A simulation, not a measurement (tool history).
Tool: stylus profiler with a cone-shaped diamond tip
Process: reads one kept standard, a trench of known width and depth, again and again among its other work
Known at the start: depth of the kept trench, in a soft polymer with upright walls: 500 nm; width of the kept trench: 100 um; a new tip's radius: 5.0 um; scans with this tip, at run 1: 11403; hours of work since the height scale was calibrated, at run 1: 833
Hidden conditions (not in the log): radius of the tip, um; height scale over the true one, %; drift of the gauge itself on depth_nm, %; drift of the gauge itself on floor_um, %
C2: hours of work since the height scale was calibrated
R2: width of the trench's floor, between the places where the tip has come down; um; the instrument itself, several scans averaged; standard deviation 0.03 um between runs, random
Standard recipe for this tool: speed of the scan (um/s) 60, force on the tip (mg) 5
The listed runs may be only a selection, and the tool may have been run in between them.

{"run": 1, "day": 0.0, "speed of the scan (um/s)": 60, "force on the tip (mg)": 5, "scans with this tip": 11403, "C2": 833, "depth of the trench (Å)": 5108.4, "R2": 91.7}
{"run": 2, "day": 2.029, "speed of the scan (um/s)": 60, "force on the tip (mg)": 3.63, "scans with this tip": 11593, "C2": 862, "depth of the trench (Å)": 5083.6, "R2": 91.65}
{"day": 4.625, "done": "height scale calibrated on a step standard"}
{"run": 3, "day": 5.375, "speed of the scan (um/s)": 60, "force on the tip (mg)": 3.32, "scans with this tip": 11904, "C2": 11, "depth of the trench (Å)": 5070, "R2": 91.52}
{"run": 4, "day": 8.017, "speed of the scan (um/s)": 60, "force on the tip (mg)": 3.32, "scans with this tip": 12151, "C2": 49, "depth of the trench (Å)": 5071.5, "R2": 91.53}
{"day": 9.975, "done": "new tip fitted, height scale calibrated"}
{"run": 5, "day": 11.483, "speed of the scan (um/s)": 60, "force on the tip (mg)": 9.52, "scans with this tip": 141, "C2": 22, "depth of the trench (Å)": 5192.6, "R2": 95.32}
{"run": 6, "day": 13.021, "speed of the scan (um/s)": 60, "force on the tip (mg)": 9.52, "scans with this tip": 285, "C2": 44, "depth of the trench (Å)": 5190, "R2": 95.29}
{"run": 7, "day": 14.754, "speed of the scan (um/s)": 60, "force on the tip (mg)": 9.52, "scans with this tip": 447, "C2": 70, "depth of the trench (Å)": 5190.8, "R2": 95.21}
{"run": 8, "day": 17.275, "speed of the scan (um/s)": 60, "force on the tip (mg)": 5.64, "scans with this tip": 683, "C2": 106, "depth of the trench (Å)": 5132.8, "R2": 95.06}
{"run": 9, "day": 19.3, "speed of the scan (um/s)": 60, "force on the tip (mg)": 5.64, "scans with this tip": 872, "C2": 136, "depth of the trench (Å)": 5128.9, "R2": 95.01}
{"day": 22.558, "done": "height scale calibrated on a step standard, once more"}
{"run": 10, "day": 22.767, "speed of the scan (um/s)": 60, "force on the tip (mg)": 5, "scans with this tip": 1195, "C2": 3, "depth of the trench (Å)": 5127.1, "R2": 94.83}
{"run": 11, "day": 25.208, "speed of the scan (um/s)": 60, "force on the tip (mg)": 5, "scans with this tip": 1423, "C2": 39, "depth of the trench (Å)": 5129.4, "R2": 94.76}
{"run": 12, "day": 27.708, "speed of the scan (um/s)": 60, "force on the tip (mg)": 5, "scans with this tip": 1657, "C2": 75, "depth of the trench (Å)": 5129.7, "R2": 94.66}
{"run": 13, "day": 31.1, "speed of the scan (um/s)": 60, "force on the tip (mg)": 5, "scans with this tip": 1974, "C2": 124, "depth of the trench (Å)": 5125.9, "R2": 94.54}
{"run": 14, "day": 33.796, "speed of the scan (um/s)": 56, "force on the tip (mg)": 5, "scans with this tip": 2227, "C2": 164, "depth of the trench (Å)": 5125.7, "R2": 94.48}
{"run": 15, "day": 36.308, "speed of the scan (um/s)": 56, "force on the tip (mg)": 5, "scans with this tip": 2462, "C2": 200, "depth of the trench (Å)": 5121.7, "R2": 94.34}
{"run": 16, "day": 39.612, "speed of the scan (um/s)": 56, "force on the tip (mg)": 5, "scans with this tip": 2771, "C2": 248, "depth of the trench (Å)": 5119.4, "R2": 94.23}
{"run": 17, "day": 41.633, "speed of the scan (um/s)": 56, "force on the tip (mg)": 5, "scans with this tip": 2960, "C2": 278, "depth of the trench (Å)": 5124.1, "R2": 94.19}
{"run": 18, "day": 44.462, "speed of the scan (um/s)": 231, "force on the tip (mg)": 10.05, "scans with this tip": 3224, "C2": 319, "depth of the trench (Å)": 5196.6, "R2": 93.76}
{"run": 19, "day": 47.088, "speed of the scan (um/s)": 73, "force on the tip (mg)": 6.5, "scans with this tip": 3470, "C2": 357, "depth of the trench (Å)": 5144.7, "R2": 93.95}
{"run": 20, "day": 48.962, "speed of the scan (um/s)": 144, "force on the tip (mg)": 7.84, "scans with this tip": 3645, "C2": 384, "depth of the trench (Å)": 5164.7, "R2": 93.76}
{"run": 21, "day": 51.862, "speed of the scan (um/s)": 44, "force on the tip (mg)": 2.49, "scans with this tip": 3917, "C2": 427, "depth of the trench (Å)": 5073.1, "R2": 93.84}
{"run": 22, "day": 53.65, "speed of the scan (um/s)": 61, "force on the tip (mg)": 2.49, "scans with this tip": 4084, "C2": 453, "depth of the trench (Å)": 5072.1, "R2": 93.69}
{"run": 23, "day": 55.325, "speed of the scan (um/s)": 18, "force on the tip (mg)": 5.45, "scans with this tip": 4241, "C2": 477, "depth of the trench (Å)": 5124.8, "R2": 93.9}
{"run": 24, "day": 58.333, "speed of the scan (um/s)": 20, "force on the tip (mg)": 10.33, "scans with this tip": 4522, "C2": 521, "depth of the trench (Å)": 5195.5, "R2": 93.86}
{"run": 25, "day": 60.6, "speed of the scan (um/s)": 58, "force on the tip (mg)": 5.67, "scans with this tip": 4734, "C2": 554, "depth of the trench (Å)": 5128, "R2": 93.66}
{"run": 26, "day": 62.988, "speed of the scan (um/s)": 58, "force on the tip (mg)": 5.67, "scans with this tip": 4958, "C2": 589, "depth of the trench (Å)": 5125.8, "R2": 93.51}
{"run": 27, "day": 66.371, "speed of the scan (um/s)": 104, "force on the tip (mg)": 2.23, "scans with this tip": 5274, "C2": 638, "depth of the trench (Å)": 5063.1, "R2": 93.04}
{"run": 28, "day": 67.938, "speed of the scan (um/s)": 73, "force on the tip (mg)": 5, "scans with this tip": 5421, "C2": 661, "depth of the trench (Å)": 5111.3, "R2": 93.37}
{"run": 29, "day": 70.438, "speed of the scan (um/s)": 228, "force on the tip (mg)": 4.4, "scans with this tip": 5655, "C2": 697, "depth of the trench (Å)": 5102, "R2": 92.66}
{"run": 30, "day": 73.862, "speed of the scan (um/s)": 228, "force on the tip (mg)": 4.4, "scans with this tip": 5975, "C2": 747, "depth of the trench (Å)": 5102.5, "R2": 92.57}
{"run": 31, "day": 76.633, "speed of the scan (um/s)": 24, "force on the tip (mg)": 6.53, "scans with this tip": 6234, "C2": 787, "depth of the trench (Å)": 5137.8, "R2": 93.23}

Forecast each of these 3 alternatives for the next run:
{"run": "A", "day": 78.279, "speed of the scan (um/s)": 190, "force on the tip (mg)": 6.53, "scans with this tip": 6388, "C2": 811, "depth of the trench (Å)": "?", "R2": "?"}
{"run": "B", "day": 78.279, "speed of the scan (um/s)": 19, "force on the tip (mg)": 3.62, "scans with this tip": 6388, "C2": 811, "depth of the trench (Å)": "?", "R2": "?"}
{"run": "C", "day": 78.279, "speed of the scan (um/s)": 16, "force on the tip (mg)": 6.53, "scans with this tip": 6388, "C2": 811, "depth of the trench (Å)": "?", "R2": "?"}

run=A depth_of_the_trench_(Å)=5136.3 R2=92.65
run=B depth_of_the_trench_(Å)=5087.8 R2=93.2
run=C depth_of_the_trench_(Å)=5135.6 R2=93.21
The same runs, with their run-to-run variation unchanged, on a tool lacking any hidden condition would have given:
run=A depth_of_the_trench_(Å)=5151.2 R2=95.04
run=B depth_of_the_trench_(Å)=5102.6 R2=95.59
run=C depth_of_the_trench_(Å)=5150.6 R2=95.6

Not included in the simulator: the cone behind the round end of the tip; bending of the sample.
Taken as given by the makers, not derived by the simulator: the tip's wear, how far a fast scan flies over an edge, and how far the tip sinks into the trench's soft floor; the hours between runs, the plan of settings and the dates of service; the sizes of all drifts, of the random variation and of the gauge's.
